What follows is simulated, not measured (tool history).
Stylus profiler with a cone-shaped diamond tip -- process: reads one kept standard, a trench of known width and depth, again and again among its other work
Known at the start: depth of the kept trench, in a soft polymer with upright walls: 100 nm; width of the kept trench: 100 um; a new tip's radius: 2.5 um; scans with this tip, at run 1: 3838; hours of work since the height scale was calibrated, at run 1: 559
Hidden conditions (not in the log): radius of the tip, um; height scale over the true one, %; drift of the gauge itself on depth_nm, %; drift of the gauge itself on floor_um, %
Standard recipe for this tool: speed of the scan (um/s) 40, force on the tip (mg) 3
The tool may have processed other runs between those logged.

run	hour	speed of the scan (um/s)	force on the tip (mg)	scans with this tip	hours of work since the height scale was calibrated	depth of the trench (angstrom)	width of the trench's floor (nm)
1	0	40	3	3838	559	1016.7	98140
2	57.4	40	3	4035	587	1017.2	98160
3	109.6	40	1.67	4214	613	1012.9	98070
4	172.9	40	1.67	4430	645	1012.8	98080
5	218.3	40	2.97	4585	667	1017.5	98130
6	280.9	40	2.97	4800	699	1017.4	98120
7	344.4	40	2.97	5017	730	1017.5	98070
8	380.7	40	2.97	5141	748	1018.4	98060
9	431.4	40	2.97	5315	773	1017.9	98100
# hour 436.9: height scale calibrated on a step standard
10	492.6	40	2.97	5522	28	1019.8	98000
11	556.2	40	7.88	5740	59	1033.3	98080
12	592.9	40	7.88	5865	78	1033	98110
13	663	40	7.88	6105	113	1033.6	98070
14	707.2	11	3.93	6256	135	1023.4	98150
# hour 749.9: height scale calibrated on a step standard, once more
15	768.8	11	3.93	6465	9	1016.7	98120
16	832.2	11	3.93	6682	41	1016.7	98110
17	888.6	41	3.93	6875	69	1016.7	97970
18	957.4	40	4.26	7111	103	1018.2	98030
19	987.3	40	6.14	7213	118	1023.7	98030
20	1056.8	40	6.14	7451	153	1022.8	97960
21	1105	40	6.14	7616	177	1023.2	97980
22	1143.1	40	4.7	7746	196	1019.7	97970

The next listed run, before its measurement:
23	1199.9	40	4.7	7940	224	?	?

depth of the trench (angstrom): 1019.5
width of the trench's floor (nm): 97960
Had the tool carried no hidden state, the very same run would have given depth of the trench (angstrom) 1018.8, width of the trench's floor (nm) 98460.
